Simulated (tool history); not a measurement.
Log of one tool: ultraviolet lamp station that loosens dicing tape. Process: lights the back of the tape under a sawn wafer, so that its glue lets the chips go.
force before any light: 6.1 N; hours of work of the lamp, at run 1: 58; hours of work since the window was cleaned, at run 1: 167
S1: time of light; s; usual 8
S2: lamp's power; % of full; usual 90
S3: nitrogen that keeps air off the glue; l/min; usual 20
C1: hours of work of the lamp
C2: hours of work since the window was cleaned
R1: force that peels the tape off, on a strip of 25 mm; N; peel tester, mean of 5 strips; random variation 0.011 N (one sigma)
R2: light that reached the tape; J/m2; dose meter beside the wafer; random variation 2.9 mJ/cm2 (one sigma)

run    hour  S1  S2  S3   C1   C2     R1    R2
  1       0   8  90  20   58  167  0.618  3730
  2    85.3   8  90  20   98  208  0.652  3630
      150.3  -- window cleaned of glue's vapour
  3   155.9   8  90  20  131    3  0.783  3390
  4     200   8  90   6  152   23  1.275  3320
  5     240   8  90   6  171   42  1.313  3320
  6   305.7  16  90  20  202   73   0.19  6340
  7   364.4  16  90  20  229  101  0.207  6230
  8   448.8   8  90  20  269  140  1.015  3020
        491  -- window cleaned of glue's vapour, once more
  9     492   8  81  20  289    0  0.765  3410
 10   544.2   8  90  10  314   25  0.823  3710
 11   591.1   8  90  10  336   47  0.884  3630
 12   632.6   8  90  10  355   67  0.924  3580
 13   713.3   8  90  20  393  105  0.726  3470
 14     777   8  90  20  423  134   0.77  3350
 15   848.5   8  90  20  457  168  0.794  3270
 16   928.7   8  90  20  494  206  0.868  3160
      997.1  -- window cleaned of glue's vapour
 17  1007.7   9  67   9  531    5  1.374  2840
 18  1053.2   5  73  20  553   26  2.027  1700
 19  1089.6   5  64  13  570   43  2.627  1480
 20  1130.2   5  64  13  589   63  2.618  1450
 21    1212   5  64  13  627  101  2.649  1380

Forecast run 22:
 22  1251.7   5  71  34  646  120   ?   ?

Run 22 gave R1 2.19 N, R2 1550 J/m2.
Without the tool's hidden state the same run would have given R1 1.509 N, R2 2110 J/m2.
